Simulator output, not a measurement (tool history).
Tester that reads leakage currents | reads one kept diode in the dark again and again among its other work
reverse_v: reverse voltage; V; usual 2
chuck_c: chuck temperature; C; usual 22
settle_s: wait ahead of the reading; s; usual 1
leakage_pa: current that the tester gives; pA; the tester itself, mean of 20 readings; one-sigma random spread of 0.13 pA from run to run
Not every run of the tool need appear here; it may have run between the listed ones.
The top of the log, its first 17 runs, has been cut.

| run | hour | reverse_v | chuck_c | settle_s | leakage_pa |
|---|---|---|---|---|---|
| 18 | 565.4 | 2 | 22 | 1 | 44.55 |
| 19 | 596.4 | 2 | 22 | 1.66 | 44.41 |
| 20 | 616 | 2 | 22 | 1.66 | 44.65 |
| 21 | 646.3 | 2 | 22 | 1.66 | 44.35 |
| 22 | 671 | 2 | 40 | 1.66 | 176.11 |
| 23 | 693.8 | 2 | 40 | 1.66 | 174.75 |
| 24 | 736 | 2 | 40 | 1.66 | 176.79 |
|  | 741 | tester calibrated |
| 25 | 768.6 | 3.19 | 37 | 0.38 | 167.67 |
| 26 | 801.4 | 12.73 | 46 | 3.35 | 518.31 |
| 27 | 819.2 | 7.27 | 38 | 4.88 | 239.04 |
| 28 | 852.8 | 1.34 | 31 | 1 | 78.51 |
|  | 875 | tester calibrated, once more |
| 29 | 889.1 | 1.59 | 30 | 4.19 | 77.55 |
| 30 | 909 | 2 | 22 | 2.81 | 45.37 |
| 31 | 950.8 | 8.14 | 26 | 2.74 | 106.42 |

What does the tool deliver on the next run?
| 32 | 980 | 8.14 | 26 | 2.74 | ? |

{"run 32": {"leakage_pa": 106.94}}
Had the tool carried no hidden state, the very same run would have given leakage_pa 87.64 pA.
